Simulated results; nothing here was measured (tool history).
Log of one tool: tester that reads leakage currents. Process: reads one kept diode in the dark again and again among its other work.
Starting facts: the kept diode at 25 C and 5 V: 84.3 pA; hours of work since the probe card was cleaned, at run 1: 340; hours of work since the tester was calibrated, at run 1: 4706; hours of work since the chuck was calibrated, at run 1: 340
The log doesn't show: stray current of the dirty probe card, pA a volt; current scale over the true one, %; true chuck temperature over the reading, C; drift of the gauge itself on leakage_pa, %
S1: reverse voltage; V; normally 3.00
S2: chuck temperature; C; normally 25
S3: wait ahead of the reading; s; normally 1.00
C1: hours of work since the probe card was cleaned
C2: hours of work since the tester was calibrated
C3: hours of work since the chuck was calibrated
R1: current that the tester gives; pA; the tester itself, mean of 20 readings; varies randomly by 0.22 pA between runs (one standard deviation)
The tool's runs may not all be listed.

{"run": 1, "hour": 0.0, "S1": 3.0, "S2": 25, "S3": 1.0, "C1": 340, "C2": 4706, "C3": 340, "R1": 75.74}
{"run": 2, "hour": 110.2, "S1": 17.15, "S2": 25, "S3": 1.0, "C1": 411, "C2": 4777, "C3": 411, "R1": 154.8}
{"run": 3, "hour": 206.9, "S1": 17.15, "S2": 25, "S3": 1.0, "C1": 474, "C2": 4840, "C3": 474, "R1": 157.35}
{"run": 4, "hour": 308.1, "S1": 17.15, "S2": 25, "S3": 1.0, "C1": 539, "C2": 4905, "C3": 539, "R1": 160.32}
{"run": 5, "hour": 505.6, "S1": 3.0, "S2": 25, "S3": 1.0, "C1": 666, "C2": 5033, "C3": 666, "R1": 80.08}
{"run": 6, "hour": 650.9, "S1": 4.25, "S2": 25, "S3": 1.0, "C1": 760, "C2": 5126, "C3": 760, "R1": 92.88}
{"run": 7, "hour": 869.7, "S1": 4.25, "S2": 25, "S3": 1.0, "C1": 901, "C2": 5268, "C3": 901, "R1": 94.93}
{"run": 8, "hour": 1072.9, "S1": 3.0, "S2": 25, "S3": 1.0, "C1": 1033, "C2": 5399, "C3": 1033, "R1": 84.18}
{"run": 9, "hour": 1263.3, "S1": 3.0, "S2": 55, "S3": 1.0, "C1": 1155, "C2": 5522, "C3": 1155, "R1": 837.8}
{"run": 10, "hour": 1399.3, "S1": 3.0, "S2": 55, "S3": 1.0, "C1": 1243, "C2": 5609, "C3": 1243, "R1": 851.47}
{"run": 11, "hour": 1579.5, "S1": 3.0, "S2": 55, "S3": 1.0, "C1": 1360, "C2": 5726, "C3": 1360, "R1": 855.45}
{"hour": 1594.4, "done": "tester calibrated"}
{"run": 12, "hour": 1755.8, "S1": 3.0, "S2": 55, "S3": 1.0, "C1": 1472, "C2": 104, "C3": 1472, "R1": 878.93}
{"run": 13, "hour": 1953.5, "S1": 3.0, "S2": 55, "S3": 1.0, "C1": 1600, "C2": 232, "C3": 1600, "R1": 892.16}
{"run": 14, "hour": 2113.3, "S1": 1.21, "S2": 55, "S3": 6.23, "C1": 1703, "C2": 335, "C3": 1703, "R1": 633.89}
{"run": 15, "hour": 2210.3, "S1": 2.13, "S2": 25, "S3": 0.72, "C1": 1765, "C2": 398, "C3": 1765, "R1": 81.84}
{"run": 16, "hour": 2352.7, "S1": 4.92, "S2": 28, "S3": 1.0, "C1": 1857, "C2": 489, "C3": 1857, "R1": 149.04}
{"run": 17, "hour": 2461.6, "S1": 4.92, "S2": 28, "S3": 1.0, "C1": 1928, "C2": 560, "C3": 1928, "R1": 150.25}
{"hour": 2516.2, "done": "chuck's temperature calibrated"}
{"run": 18, "hour": 2644.0, "S1": 3.24, "S2": 42, "S3": 1.0, "C1": 2044, "C2": 676, "C3": 82, "R1": 310.05}
{"hour": 2846.3, "done": "tester calibrated, once more"}
{"run": 19, "hour": 2869.7, "S1": 8.06, "S2": 28, "S3": 7.21, "C1": 2188, "C2": 15, "C3": 227, "R1": 151.87}
{"run": 20, "hour": 3075.6, "S1": 8.06, "S2": 28, "S3": 7.21, "C1": 2321, "C2": 148, "C3": 360, "R1": 154.93}
{"run": 21, "hour": 3188.6, "S1": 3.24, "S2": 25, "S3": 1.0, "C1": 2394, "C2": 221, "C3": 433, "R1": 83.66}
{"hour": 3297.8, "done": "probe card cleaned and baked"}
{"run": 22, "hour": 3401.0, "S1": 3.24, "S2": 25, "S3": 1.0, "C1": 67, "C2": 356, "C3": 568, "R1": 77.21}
{"run": 23, "hour": 3522.1, "S1": 3.24, "S2": 25, "S3": 1.0, "C1": 145, "C2": 434, "C3": 646, "R1": 77.46}

Consider 4 possible next runs. They are alternatives, not a sequence: every one starts from the tool as it was left by run 23. What does each give?
{"run": "A", "hour": 3689.5, "S1": 1.52, "S2": 25, "S3": 1.0, "C1": 253, "C2": 542, "C3": 754, "R1": "?"}
{"run": "B", "hour": 3689.5, "S1": 13.27, "S2": 24, "S3": 4.47, "C1": 253, "C2": 542, "C3": 754, "R1": "?"}
{"run": "C", "hour": 3689.5, "S1": 3.24, "S2": 25, "S3": 2.35, "C1": 253, "C2": 542, "C3": 754, "R1": "?"}
{"run": "D", "hour": 3689.5, "S1": 1.26, "S2": 29, "S3": 0.33, "C1": 253, "C2": 542, "C3": 754, "R1": "?"}

run=A R1=59.12
run=B R1=125.88
run=C R1=79.14
run=D R1=77.75
Had the tool no hidden state, the same runs would have come out as:
run=A R1=53.93
run=B R1=112.32
run=C R1=71.87
run=D R1=71.27

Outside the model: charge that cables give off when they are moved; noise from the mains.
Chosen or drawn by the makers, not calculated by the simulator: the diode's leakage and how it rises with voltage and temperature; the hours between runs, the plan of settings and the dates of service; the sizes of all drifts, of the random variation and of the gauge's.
